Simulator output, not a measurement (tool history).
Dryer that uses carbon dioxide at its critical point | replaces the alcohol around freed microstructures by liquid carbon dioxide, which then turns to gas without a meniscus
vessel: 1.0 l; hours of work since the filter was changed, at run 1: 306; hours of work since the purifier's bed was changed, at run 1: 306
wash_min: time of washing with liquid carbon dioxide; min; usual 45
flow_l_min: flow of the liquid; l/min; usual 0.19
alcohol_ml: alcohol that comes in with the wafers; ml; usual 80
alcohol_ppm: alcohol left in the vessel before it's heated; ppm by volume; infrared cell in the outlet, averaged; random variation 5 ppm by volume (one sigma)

| run | day | wash_min | flow_l_min | alcohol_ml | hours of work since the filter was changed | hours of work since the purifier's bed was changed | alcohol_ppm |
|---|---|---|---|---|---|---|---|
| 1 | 0 | 45 | 0.19 | 80 | 306 | 306 | 79 |
| 2 | 1.446 | 45 | 0.19 | 80 | 329 | 329 | 80 |
| 3 | 4.171 | 30 | 0.19 | 80 | 373 | 373 | 665 |
| 4 | 6.542 | 30 | 0.19 | 80 | 410 | 410 | 711 |
| 5 | 8.104 | 63 | 0.19 | 80 | 435 | 435 | 29 |
| 6 | 9.662 | 45 | 0.19 | 80 | 460 | 460 | 105 |
| 7 | 11.329 | 70 | 0.19 | 80 | 486 | 486 | 33 |
| 8 | 12.779 | 70 | 0.19 | 80 | 509 | 509 | 41 |
|  | 14.108 | inlet filter changed |
|  | 14.804 | purifier's bed changed |
| 9 | 14.804 | 70 | 0.19 | 59 | 9 | 0 | 10 |
| 10 | 16.592 | 45 | 0.19 | 80 | 37 | 28 | 53 |
| 11 | 19.379 | 45 | 0.19 | 80 | 82 | 73 | 46 |
| 12 | 21.3 | 45 | 0.19 | 80 | 112 | 103 | 51 |
| 13 | 22.562 | 45 | 0.19 | 80 | 132 | 123 | 47 |
| 14 | 25.496 | 45 | 0.19 | 28 | 179 | 170 | 38 |
| 15 | 27.075 | 58 | 0.231 | 42 | 204 | 195 | 18 |
| 16 | 29.096 | 39 | 0.231 | 118 | 236 | 227 | 66 |
| 17 | 30.825 | 44 | 0.194 | 55 | 263 | 254 | 51 |
| 18 | 33.771 | 55 | 0.19 | 61 | 310 | 301 | 23 |
| 19 | 36.575 | 55 | 0.19 | 61 | 355 | 345 | 29 |
| 20 | 38.704 | 55 | 0.19 | 61 | 388 | 379 | 51 |
| 21 | 40.758 | 52 | 0.124 | 60 | 421 | 412 | 346 |
| 22 | 43.625 | 52 | 0.124 | 23 | 466 | 457 | 173 |
| 23 | 44.996 | 45 | 0.19 | 27 | 488 | 479 | 60 |
| 24 | 46.788 | 45 | 0.177 | 59 | 517 | 507 | 131 |
|  | 47.5 | inlet filter changed |
|  | 49.112 | purifier's bed changed |
| 25 | 49.133 | 36 | 0.137 | 69 | 24 | 0 | 828 |
| 26 | 51.571 | 36 | 0.137 | 69 | 63 | 39 | 871 |
| 27 | 52.788 | 54 | 0.32 | 69 | 82 | 58 | 15 |
| 28 | 54.5 | 58 | 0.248 | 40 | 109 | 86 | 13 |

Forecast each of these 3 alternatives for the next run:
| A | 56.238 | 59 | 0.19 | 80 | 137 | 113 | ? |
| B | 56.238 | 32 | 0.13 | 66 | 137 | 113 | ? |
| C | 56.238 | 27 | 0.284 | 29 | 137 | 113 | ? |

| run | alcohol_ppm |
|---|---|
| A | 11 |
| B | 1757 |
| C | 43 |
Without the tool's hidden state the same runs would have given:
| run | alcohol_ppm |
|---|---|
| A | 2 |
| B | 1534 |
| C | 29 |

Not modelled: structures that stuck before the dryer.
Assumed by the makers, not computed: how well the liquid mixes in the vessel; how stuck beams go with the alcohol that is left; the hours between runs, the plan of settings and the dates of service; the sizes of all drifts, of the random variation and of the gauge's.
